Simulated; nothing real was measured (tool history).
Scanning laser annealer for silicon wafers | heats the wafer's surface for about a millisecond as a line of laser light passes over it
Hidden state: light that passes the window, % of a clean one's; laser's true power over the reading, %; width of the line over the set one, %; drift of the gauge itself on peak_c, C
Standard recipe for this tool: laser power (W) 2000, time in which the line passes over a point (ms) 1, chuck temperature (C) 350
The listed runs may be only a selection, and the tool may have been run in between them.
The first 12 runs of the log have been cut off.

| run | hour | laser power (W) | time in which the line passes over a point (ms) | chuck temperature (C) | hours of work since the window was cleaned | hours of work since the power meter was calibrated | hours of work since the optics were aligned | highest temperature of the surface (C) |
|---|---|---|---|---|---|---|---|---|
| 13 | 84.8 | 2000 | 1 | 350 | 243 | 256 | 452 | 1048 |
| 14 | 90.3 | 2000 | 1 | 350 | 247 | 260 | 456 | 1050 |
| 15 | 99.6 | 2000 | 1.08 | 350 | 253 | 266 | 462 | 1078 |
| 16 | 106.9 | 2000 | 1.08 | 350 | 258 | 271 | 467 | 1075 |
| 17 | 114.7 | 1931 | 1.08 | 350 | 263 | 276 | 472 | 1050 |
| 18 | 119.6 | 1776 | 0.94 | 321 | 267 | 279 | 475 | 915 |
| 19 | 128.9 | 1913 | 1.01 | 350 | 273 | 285 | 481 | 1015 |
| 20 | 138.9 | 1913 | 1.01 | 350 | 279 | 292 | 488 | 1014 |
| 21 | 147.1 | 1925 | 1.24 | 350 | 285 | 297 | 493 | 1100 |
| 22 | 152.5 | 1835 | 1 | 332 | 288 | 301 | 497 | 965 |
| 23 | 159.5 | 1765 | 0.76 | 324 | 293 | 306 | 501 | 846 |
| 24 | 165.9 | 1765 | 0.76 | 324 | 297 | 310 | 506 | 844 |
| 25 | 171.4 | 1765 | 0.76 | 324 | 301 | 314 | 509 | 847 |
| 26 | 176.1 | 1765 | 0.76 | 321 | 304 | 317 | 512 | 845 |
| 27 | 180.9 | 1765 | 0.76 | 321 | 307 | 320 | 516 | 840 |
| 28 | 186 | 2000 | 1 | 344 | 311 | 323 | 519 | 1037 |
| 29 | 191.7 | 1958 | 0.74 | 378 | 314 | 327 | 523 | 951 |
| 30 | 198 | 1958 | 0.77 | 366 | 318 | 331 | 527 | 952 |
| 31 | 204 | 1958 | 0.77 | 366 | 323 | 335 | 531 | 948 |
| 32 | 210.1 | 1851 | 1.11 | 354 | 327 | 339 | 535 | 1029 |
| 33 | 217.6 | 1851 | 1.11 | 354 | 331 | 344 | 540 | 1025 |
| 34 | 226.4 | 2002 | 0.93 | 354 | 337 | 350 | 546 | 1016 |

What if the next run were any one of these 3? Each begins from the tool's condition after run 34:
| A | 236.2 | 2000 | 1.18 | 365 | 344 | 357 | 552 | ? |
| B | 236.2 | 1945 | 1 | 329 | 344 | 357 | 552 | ? |
| C | 236.2 | 1984 | 0.75 | 350 | 344 | 357 | 552 | ? |

| run | highest temperature of the surface (C) |
|---|---|
| A | 1119 |
| B | 997 |
| C | 933 |
With the hidden condition removed and each run's random variation left untouched, the same runs would have given:
| run | highest temperature of the surface (C) |
|---|---|
| A | 1156 |
| B | 1030 |
| C | 962 |
